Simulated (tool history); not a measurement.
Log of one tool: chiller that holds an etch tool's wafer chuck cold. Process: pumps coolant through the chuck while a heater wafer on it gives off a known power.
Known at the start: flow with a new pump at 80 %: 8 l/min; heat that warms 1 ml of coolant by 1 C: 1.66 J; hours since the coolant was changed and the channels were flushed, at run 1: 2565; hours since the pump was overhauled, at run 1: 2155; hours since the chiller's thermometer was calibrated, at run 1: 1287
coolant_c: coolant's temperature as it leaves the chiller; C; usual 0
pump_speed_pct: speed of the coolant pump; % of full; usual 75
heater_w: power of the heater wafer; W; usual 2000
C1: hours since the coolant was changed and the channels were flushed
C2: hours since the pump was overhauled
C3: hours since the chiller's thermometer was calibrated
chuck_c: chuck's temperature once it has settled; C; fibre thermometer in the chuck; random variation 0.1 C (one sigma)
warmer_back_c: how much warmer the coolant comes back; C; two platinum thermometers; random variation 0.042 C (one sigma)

{"run": 1, "day": 0.0, "coolant_c": 0, "pump_speed_pct": 75, "heater_w": 2000, "C1": 2565, "C2": 2155, "C3": 1287, "chuck_c": 17.2, "warmer_back_c": 10.04}
{"run": 2, "day": 1.467, "coolant_c": 0, "pump_speed_pct": 75, "heater_w": 2000, "C1": 2600, "C2": 2191, "C3": 1322, "chuck_c": 17.2, "warmer_back_c": 10.08}
{"run": 3, "day": 3.212, "coolant_c": 0, "pump_speed_pct": 75, "heater_w": 2000, "C1": 2642, "C2": 2232, "C3": 1364, "chuck_c": 17.3, "warmer_back_c": 10.04}
{"run": 4, "day": 4.854, "coolant_c": 5, "pump_speed_pct": 75, "heater_w": 2000, "C1": 2681, "C2": 2272, "C3": 1404, "chuck_c": 22.2, "warmer_back_c": 10.07}
{"run": 5, "day": 6.604, "coolant_c": 5, "pump_speed_pct": 75, "heater_w": 2000, "C1": 2723, "C2": 2314, "C3": 1446, "chuck_c": 22.3, "warmer_back_c": 10.05}
{"run": 6, "day": 7.646, "coolant_c": 5, "pump_speed_pct": 75, "heater_w": 2000, "C1": 2748, "C2": 2339, "C3": 1471, "chuck_c": 22.2, "warmer_back_c": 10.03}
{"run": 7, "day": 10.054, "coolant_c": 5, "pump_speed_pct": 75, "heater_w": 2000, "C1": 2806, "C2": 2397, "C3": 1529, "chuck_c": 22.3, "warmer_back_c": 10.06}
{"run": 8, "day": 11.479, "coolant_c": 5, "pump_speed_pct": 82, "heater_w": 2000, "C1": 2840, "C2": 2431, "C3": 1563, "chuck_c": 21.1, "warmer_back_c": 9.05}
{"run": 9, "day": 13.925, "coolant_c": 5, "pump_speed_pct": 77, "heater_w": 2000, "C1": 2899, "C2": 2490, "C3": 1621, "chuck_c": 21.9, "warmer_back_c": 9.75}
{"run": 10, "day": 15.808, "coolant_c": 5, "pump_speed_pct": 77, "heater_w": 2000, "C1": 2944, "C2": 2535, "C3": 1667, "chuck_c": 21.9, "warmer_back_c": 9.66}
{"run": 11, "day": 17.529, "coolant_c": 5, "pump_speed_pct": 77, "heater_w": 2000, "C1": 2985, "C2": 2576, "C3": 1708, "chuck_c": 21.9, "warmer_back_c": 9.78}
{"run": 12, "day": 19.25, "coolant_c": 0, "pump_speed_pct": 75, "heater_w": 1465, "C1": 3027, "C2": 2617, "C3": 1749, "chuck_c": 12.9, "warmer_back_c": 7.37}
{"run": 13, "day": 21.483, "coolant_c": 0, "pump_speed_pct": 75, "heater_w": 2000, "C1": 3080, "C2": 2671, "C3": 1803, "chuck_c": 17.2, "warmer_back_c": 10.17}
{"run": 14, "day": 22.788, "coolant_c": 0, "pump_speed_pct": 75, "heater_w": 2000, "C1": 3112, "C2": 2702, "C3": 1834, "chuck_c": 17.6, "warmer_back_c": 10.12}
{"run": 15, "day": 24.712, "coolant_c": 0, "pump_speed_pct": 81, "heater_w": 2000, "C1": 3158, "C2": 2748, "C3": 1880, "chuck_c": 16.3, "warmer_back_c": 9.26}
{"run": 16, "day": 26.392, "coolant_c": 0, "pump_speed_pct": 75, "heater_w": 1304, "C1": 3198, "C2": 2789, "C3": 1921, "chuck_c": 11.6, "warmer_back_c": 6.56}
{"run": 17, "day": 28.142, "coolant_c": -7, "pump_speed_pct": 73, "heater_w": 1486, "C1": 3240, "C2": 2831, "C3": 1963, "chuck_c": 6.3, "warmer_back_c": 7.75}
{"run": 18, "day": 30.396, "coolant_c": 7, "pump_speed_pct": 80, "heater_w": 2044, "C1": 3294, "C2": 2885, "C3": 2017, "chuck_c": 23.9, "warmer_back_c": 9.64}
{"run": 19, "day": 32.2, "coolant_c": 0, "pump_speed_pct": 75, "heater_w": 2899, "C1": 3338, "C2": 2928, "C3": 2060, "chuck_c": 25.4, "warmer_back_c": 14.63}
{"run": 20, "day": 34.667, "coolant_c": -4, "pump_speed_pct": 99, "heater_w": 1330, "C1": 3397, "C2": 2987, "C3": 2119, "chuck_c": 5.6, "warmer_back_c": 4.93}
{"run": 21, "day": 36.583, "coolant_c": 4, "pump_speed_pct": 71, "heater_w": 2710, "C1": 3443, "C2": 3033, "C3": 2165, "chuck_c": 28.9, "warmer_back_c": 14.68}
{"run": 22, "day": 39.088, "coolant_c": 9, "pump_speed_pct": 75, "heater_w": 1412, "C1": 3503, "C2": 3093, "C3": 2225, "chuck_c": 21.6, "warmer_back_c": 7.14}
{"run": 23, "day": 41.121, "coolant_c": -1, "pump_speed_pct": 64, "heater_w": 1121, "C1": 3552, "C2": 3142, "C3": 2274, "chuck_c": 10.3, "warmer_back_c": 6.77}
{"run": 24, "day": 42.633, "coolant_c": -1, "pump_speed_pct": 64, "heater_w": 1121, "C1": 3588, "C2": 3179, "C3": 2310, "chuck_c": 10.4, "warmer_back_c": 6.78}
{"run": 25, "day": 44.783, "coolant_c": 9, "pump_speed_pct": 70, "heater_w": 2000, "C1": 3640, "C2": 3230, "C3": 2362, "chuck_c": 27.9, "warmer_back_c": 10.96}
{"run": 26, "day": 46.262, "coolant_c": 9, "pump_speed_pct": 70, "heater_w": 1540, "C1": 3675, "C2": 3266, "C3": 2398, "chuck_c": 23.5, "warmer_back_c": 8.43}
{"run": 27, "day": 47.371, "coolant_c": 9, "pump_speed_pct": 70, "heater_w": 1540, "C1": 3702, "C2": 3292, "C3": 2424, "chuck_c": 23.6, "warmer_back_c": 8.46}
{"run": 28, "day": 48.792, "coolant_c": 0, "pump_speed_pct": 75, "heater_w": 2658, "C1": 3736, "C2": 3326, "C3": 2458, "chuck_c": 23.7, "warmer_back_c": 13.43}
{"run": 29, "day": 50.154, "coolant_c": 9, "pump_speed_pct": 75, "heater_w": 2658, "C1": 3768, "C2": 3359, "C3": 2491, "chuck_c": 32.6, "warmer_back_c": 13.51}
{"run": 30, "day": 51.833, "coolant_c": 0, "pump_speed_pct": 75, "heater_w": 1674, "C1": 3809, "C2": 3399, "C3": 2531, "chuck_c": 15, "warmer_back_c": 8.51}
{"run": 31, "day": 54.325, "coolant_c": 0, "pump_speed_pct": 67, "heater_w": 1061, "C1": 3869, "C2": 3459, "C3": 2591, "chuck_c": 10.4, "warmer_back_c": 6.16}

Some steps in chuck_c between neighbouring runs. How much of each would the tool show without its hidden state too (settings, what came in, random variation), and how much is left for the hidden state, with any gauge scatter that isn't in both results?
The hidden state here: heat passed by the chuck's channels, % of clean ones'; flow at a given pump speed, % of a new pump's; coolant's true temperature over the reading, C; drift of the gauge itself on chuck_c, C; drift of the gauge itself on warmer_back_c, C.
Run 19 -> 20: coolant_c 0 -> -4, pump_speed_pct 75 -> 99, heater_w 2899 -> 1330. chuck_c -19.8 C: hidden state -1.2, all else -18.6.
Run 20 -> 21: coolant_c -4 -> 4, pump_speed_pct 99 -> 71, heater_w 1330 -> 2710. chuck_c +23.3 C: hidden state +1.2, all else +22.1.
Run 21 -> 22: coolant_c 4 -> 9, pump_speed_pct 71 -> 75, heater_w 2710 -> 1412. chuck_c -7.3 C: hidden state -1, all else -6.3.
Run 29 -> 30: coolant_c 9 -> 0, heater_w 2658 -> 1674. chuck_c -17.6 C: hidden state -0.8, all else -16.8.

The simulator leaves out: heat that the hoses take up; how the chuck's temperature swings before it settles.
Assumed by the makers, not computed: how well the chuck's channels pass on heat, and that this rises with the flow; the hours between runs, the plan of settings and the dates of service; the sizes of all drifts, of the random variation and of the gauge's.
